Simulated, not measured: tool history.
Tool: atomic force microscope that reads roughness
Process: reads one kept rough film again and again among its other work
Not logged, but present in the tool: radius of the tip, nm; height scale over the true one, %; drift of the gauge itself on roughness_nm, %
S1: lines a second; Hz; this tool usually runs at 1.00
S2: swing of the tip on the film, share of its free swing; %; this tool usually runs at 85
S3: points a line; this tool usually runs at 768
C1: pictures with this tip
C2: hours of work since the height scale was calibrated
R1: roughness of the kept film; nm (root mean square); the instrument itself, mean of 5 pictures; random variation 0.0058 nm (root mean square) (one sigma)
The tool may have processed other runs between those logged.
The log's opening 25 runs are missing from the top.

run     day    S1  S2   S3  C1   C2     R1
 26   6.808  0.63  85  768  46  185  1.010
 27   7.033  0.79  85  631  56  188  0.971
      7.246  -- new tip fitted
 28   7.362  1.76  71  922   5  192  1.046
 29   7.538  1.00  69  369  13  194  1.045
 30   7.925  1.00  69  369  30  200  1.034
 31   8.212  1.00  69  369  43  203  1.013
 32   8.571  1.00  69  369  60  208  0.990
      8.717  -- new tip fitted
 33   8.979  1.00  69  369  12  213  1.060
 34   9.383  1.27  61  548  30  219  1.044
 35   9.725  2.46  66  276  45  223  0.977
 36   9.983  2.46  66  376  57  227  0.968
     10.175  -- new tip fitted
 37  10.312  0.63  55  444   6  231  1.098
 38  10.650  2.53  66  397  21  235  1.025
 39  10.883  3.32  85  768  32  238  0.878
 40  11.204  1.00  85  320  46  243  0.977
 41  11.421  2.38  56  870  56  245  0.996
     11.646  -- new tip fitted
 42  11.683  0.83  76  962   1  249  1.070
 43  11.954  1.62  85  768  14  252  0.990
 44  12.238  1.65  62  549  26  256  1.038
 45  12.533  1.00  85  512  40  260  0.988
 46  12.883  0.70  67  557  55  265  1.011
     13.125  -- new tip fitted
 47  13.321  1.11  67  552   9  270  1.079
 48  13.592  1.46  56  302  21  274  1.051

Run 49 is up next; what results do you expect?
 49  13.888  1.00  85  327  34  278   ?

{"run 49": {"R1": 0.989}}
Were there no unlogged condition in the tool, this run, its random variation unchanged, would have produced R1 1.046 nm (root mean square).
